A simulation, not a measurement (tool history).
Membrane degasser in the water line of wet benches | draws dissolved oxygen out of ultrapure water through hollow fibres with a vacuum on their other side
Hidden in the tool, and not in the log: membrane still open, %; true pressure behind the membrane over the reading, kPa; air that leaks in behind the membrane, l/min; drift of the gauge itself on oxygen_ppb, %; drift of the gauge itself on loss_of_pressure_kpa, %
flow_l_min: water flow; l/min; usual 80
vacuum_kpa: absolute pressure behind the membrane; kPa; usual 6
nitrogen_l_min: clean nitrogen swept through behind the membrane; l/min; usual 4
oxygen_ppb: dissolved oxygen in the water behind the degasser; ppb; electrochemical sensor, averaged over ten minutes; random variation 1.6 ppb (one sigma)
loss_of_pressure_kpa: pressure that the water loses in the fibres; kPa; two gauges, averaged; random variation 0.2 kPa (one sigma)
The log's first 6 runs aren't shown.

| run | hour | flow_l_min | vacuum_kpa | nitrogen_l_min | hours since the membrane was changed | hours since the vacuum gauge was calibrated | hours since the vacuum lines were made tight | oxygen_ppb | loss_of_pressure_kpa |
|---|---|---|---|---|---|---|---|---|---|
| 7 | 239.3 | 80 | 6 | 2.58 | 1189 | 3837 | 4043 | 216.1 | 45.28 |
| 8 | 273.4 | 80 | 6 | 2.58 | 1224 | 3871 | 4077 | 216.1 | 45.21 |
| 9 | 318.6 | 80 | 6 | 2.58 | 1269 | 3916 | 4122 | 215.5 | 44.91 |
| 10 | 347.6 | 80 | 6 | 5.51 | 1298 | 3945 | 4151 | 131 | 45.18 |
| 11 | 376.3 | 80 | 6 | 4 | 1326 | 3974 | 4180 | 158.6 | 45.28 |
| 12 | 410 | 80 | 6 | 4 | 1360 | 4007 | 4214 | 158.7 | 44.96 |
| 13 | 451.4 | 80 | 14.14 | 4 | 1402 | 4049 | 4255 | 493.2 | 44.87 |
| 14 | 513.6 | 80 | 6 | 6.42 | 1464 | 4111 | 4317 | 117.2 | 44.71 |
| 15 | 540.3 | 80 | 6 | 6.42 | 1490 | 4138 | 4344 | 119.1 | 44.99 |
| 16 | 604 | 80 | 5.16 | 4 | 1554 | 4202 | 4408 | 123.3 | 44.61 |
| 17 | 641.2 | 80 | 5.16 | 4 | 1591 | 4239 | 4445 | 123.6 | 44.62 |
| 18 | 673.2 | 80 | 5.5 | 2.64 | 1623 | 4271 | 4477 | 182.2 | 44.44 |
| 19 | 722.2 | 80 | 5.5 | 2.64 | 1672 | 4320 | 4526 | 181.5 | 44.42 |
| 20 | 782.1 | 64 | 6.55 | 1.73 | 1732 | 4380 | 4586 | 266.8 | 35.06 |
| 21 | 825.3 | 70 | 6 | 2.09 | 1775 | 4423 | 4629 | 216.8 | 38.79 |
| 22 | 869.5 | 55 | 6.62 | 2.69 | 1820 | 4467 | 4673 | 165.5 | 30.5 |
| 23 | 927.2 | 55 | 9.98 | 11.76 | 1877 | 4525 | 4731 | 88.7 | 30.3 |
| 24 | 961.1 | 107 | 9.98 | 11.76 | 1911 | 4559 | 4765 | 219.8 | 59.03 |
|  | 991.6 | gauge calibrated |
| 25 | 1016 | 113 | 9.58 | 1.69 | 1966 | 4613 | 4820 | 768.6 | 64.38 |
| 26 | 1066.3 | 113 | 9.58 | 1.69 | 2017 | 4664 | 4870 | 774.9 | 64.32 |
| 27 | 1130.4 | 116 | 6 | 4 | 2081 | 4728 | 4934 | 261.4 | 65.32 |

The next listed run, before its measurement:
| 28 | 1168.5 | 56 | 8.95 | 1.65 | 2119 | 4766 | 4972 | ? | ? |

{"run 28": {"oxygen_ppb": 404.9, "loss_of_pressure_kpa": 31.71}}
Without the tool's hidden state the same run would have given oxygen_ppb 404.6 ppb, loss_of_pressure_kpa 31.86 kPa.
